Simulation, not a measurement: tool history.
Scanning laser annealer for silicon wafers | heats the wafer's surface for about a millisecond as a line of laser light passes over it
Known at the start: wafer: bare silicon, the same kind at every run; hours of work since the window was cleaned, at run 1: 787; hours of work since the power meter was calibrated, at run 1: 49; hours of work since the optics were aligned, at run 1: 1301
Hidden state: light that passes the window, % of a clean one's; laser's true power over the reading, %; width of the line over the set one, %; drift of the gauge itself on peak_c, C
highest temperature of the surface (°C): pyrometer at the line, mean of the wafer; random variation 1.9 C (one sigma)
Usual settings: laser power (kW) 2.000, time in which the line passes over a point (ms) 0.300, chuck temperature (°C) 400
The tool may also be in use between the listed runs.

run	hour	laser power (kW)	time in which the line passes over a point (ms)	chuck temperature (°C)	hours of work since the window was cleaned	hours of work since the power meter was calibrated	hours of work since the optics were aligned	highest temperature of the surface (°C)
1	0.0	2.000	0.300	400	787	49	1301	1055
2	5.8	2.000	0.300	400	792	53	1305	1052
3	13.2	1.994	0.300	400	797	59	1310	1050
# hour 23.5: optics aligned, line set to its width
4	26.5	1.994	0.300	400	803	65	2	1040
5	34.1	1.994	0.300	411	809	70	8	1050
6	42.9	1.994	0.300	411	815	77	14	1048
7	47.9	1.782	0.300	400	819	81	18	953
8	52.4	1.782	0.300	400	822	84	21	954
9	56.9	1.782	0.288	400	825	87	24	943
10	65.4	2.000	0.300	367	832	93	31	1010
11	69.3	2.000	0.300	367	835	96	34	1007
12	75.6	2.000	0.300	400	839	101	38	1039
# hour 82.2: optics aligned, line set to its width, once more
13	86.8	2.000	0.300	400	844	105	3	1069
14	91.4	2.000	0.300	400	847	109	7	1067
15	98.1	2.000	0.300	400	852	114	12	1065
16	104.3	2.000	0.300	400	856	118	16	1068
17	111.4	2.022	0.300	400	862	123	21	1078
18	118.7	2.022	0.300	400	867	129	27	1080
19	124.1	1.901	0.270	412	871	133	31	1003
20	129.6	2.104	0.271	376	875	137	35	1051
21	138.5	1.898	0.269	368	881	143	41	954
22	145.1	1.898	0.269	368	886	148	46	957
# hour 151.5: window over the wafer cleaned
23	151.5	2.141	0.248	423	0	151	49	1117
24	155.9	1.859	0.300	432	3	154	52	1068
25	160.2	1.859	0.300	432	6	158	56	1070
26	165.3	1.913	0.320	368	10	161	59	1049
27	170.7	2.000	0.245	435	14	165	63	1067
28	178.6	2.123	0.368	411	20	171	69	1251
29	186.1	1.957	0.349	413	25	177	75	1147
30	192.1	1.957	0.349	413	30	181	79	1147
31	199.1	1.957	0.349	413	35	186	84	1147
32	208.1	2.000	0.222	383	41	193	91	979
33	214.9	2.183	0.227	383	46	198	96	1059
34	219.4	2.166	0.340	408	50	201	99	1231
35	227.0	2.166	0.342	374	55	206	105	1200

Hidden state at the last listed run before each entry between runs and at the first one after, where it differs:
Between runs 3 and 4: optics aligned, line set to its width (hour 23.5)
  light that passes the window, % of a clean one's: 96.47 -> 96.44; width of the line over the set one, %: 3.39 -> 5.68
  measured less the result without the state, highest temperature of the surface (°C): -47 -> -58
Between runs 12 and 13: optics aligned, line set to its width, once more (hour 82.2)
  light that passes the window, % of a clean one's: 96.3 -> 96.28; width of the line over the set one, %: 5.77 -> 0.05
  measured less the result without the state, highest temperature of the surface (°C): -61 -> -33
Between runs 22 and 23: window over the wafer cleaned (hour 151.5)
  light that passes the window, % of a clean one's: 96.1 -> 99.81; width of the line over the set one, %: 0.16 -> 0.17
  measured less the result without the state, highest temperature of the surface (°C): -31 -> -2
